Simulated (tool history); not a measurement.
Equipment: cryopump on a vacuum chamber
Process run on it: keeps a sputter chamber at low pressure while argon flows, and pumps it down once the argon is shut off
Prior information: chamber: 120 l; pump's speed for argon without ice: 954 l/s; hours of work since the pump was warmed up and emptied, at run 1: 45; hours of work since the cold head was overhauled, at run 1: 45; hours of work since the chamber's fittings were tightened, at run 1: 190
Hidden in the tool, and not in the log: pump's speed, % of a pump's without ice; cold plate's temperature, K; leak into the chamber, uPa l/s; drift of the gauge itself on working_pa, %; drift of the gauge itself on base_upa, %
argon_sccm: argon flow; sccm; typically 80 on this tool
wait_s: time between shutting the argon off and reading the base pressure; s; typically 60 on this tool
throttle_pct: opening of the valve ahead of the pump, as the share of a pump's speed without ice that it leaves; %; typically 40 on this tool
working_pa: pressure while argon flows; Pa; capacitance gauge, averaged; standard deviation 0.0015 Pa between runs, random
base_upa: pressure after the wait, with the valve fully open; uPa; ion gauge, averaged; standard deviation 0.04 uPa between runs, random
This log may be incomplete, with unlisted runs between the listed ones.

run,hour,argon_sccm,wait_s,throttle_pct,hours of work since the pump was warmed up and emptied,hours of work since the cold head was overhauled,hours of work since the chamber's fittings were tightened,working_pa,base_upa
1,0.0,80,60,40,45,45,190,0.3560,2.78
2,28.6,80,60,56,70,70,215,0.2543,2.83
3,43.7,80,60,56,83,83,229,0.2552,2.90
4,63.3,80,60,56,101,101,246,0.2563,2.96
5,75.8,80,115,40,112,112,257,0.3585,1.95
6,91.0,80,60,40,125,125,270,0.3588,3.08
7,110.3,143,243,44,142,142,287,0.5834,1.56
8,123.8,143,243,44,154,154,299,0.5858,1.66
9,148.2,93,60,27,175,175,321,0.6156,3.16
10,178.3,80,38,24,202,202,348,0.5968,4.46
11,200.1,80,252,40,221,221,367,0.3612,1.83
12,230.7,105,42,17,248,248,394,1.1054,4.29

Same runs, no hidden state in the tool, same run-to-run variation:
run,working_pa,base_upa
1,0.3544,2.28
2,0.2521,2.26
3,0.2527,2.29
4,0.2533,2.30
5,0.3552,1.29
6,0.3552,2.34
7,0.5760,0.79
8,0.5778,0.84
9,0.6097,2.30
10,0.5909,3.49
11,0.3548,0.83
12,1.0960,3.19
